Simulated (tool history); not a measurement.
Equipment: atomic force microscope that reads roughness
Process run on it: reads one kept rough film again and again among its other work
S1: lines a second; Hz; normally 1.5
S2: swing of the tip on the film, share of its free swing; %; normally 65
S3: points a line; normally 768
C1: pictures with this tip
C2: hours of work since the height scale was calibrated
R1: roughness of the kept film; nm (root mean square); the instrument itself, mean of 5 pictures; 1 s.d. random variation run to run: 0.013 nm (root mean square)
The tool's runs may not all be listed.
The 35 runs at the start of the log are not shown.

run     day    S1  S2   S3   C1   C2     R1
 36     9.5  3.46  69  787  392  390   2.62
      9.612  -- new tip fitted
 37     9.9  0.66  62  701    9  397  3.146
 38  10.062  3.62  64  768   13  400  2.756
 39  10.442  3.62  64  768   24  408  2.737
 40  10.812   1.5  65  267   35  414  2.973
 41  11.138   1.5  59  646   44  421  3.071
 42  11.396   1.5  59  646   52  425  3.059
 43  11.704  3.48  64  646   61  431  2.772
 44  12.021  0.87  65  453   70  437  3.081
 45  12.288  0.87  65  453   78  442   3.06

What if the next run were any one of these 4? Each begins from the tool's condition after run 45:
  A  12.554   1.5  68  539  86  447   ?
  B  12.554   1.5  59  628  86  447   ?
  C  12.554  1.17  80  768  86  447   ?
  D  12.554  0.87  65  376  86  447   ?

run     R1
  A  2.936
  B  3.062
  C  2.856
  D  3.072
With no hidden state in the tool, these same runs would have given:
run     R1
  A   2.94
  B  3.066
  C   2.86
  D  3.076

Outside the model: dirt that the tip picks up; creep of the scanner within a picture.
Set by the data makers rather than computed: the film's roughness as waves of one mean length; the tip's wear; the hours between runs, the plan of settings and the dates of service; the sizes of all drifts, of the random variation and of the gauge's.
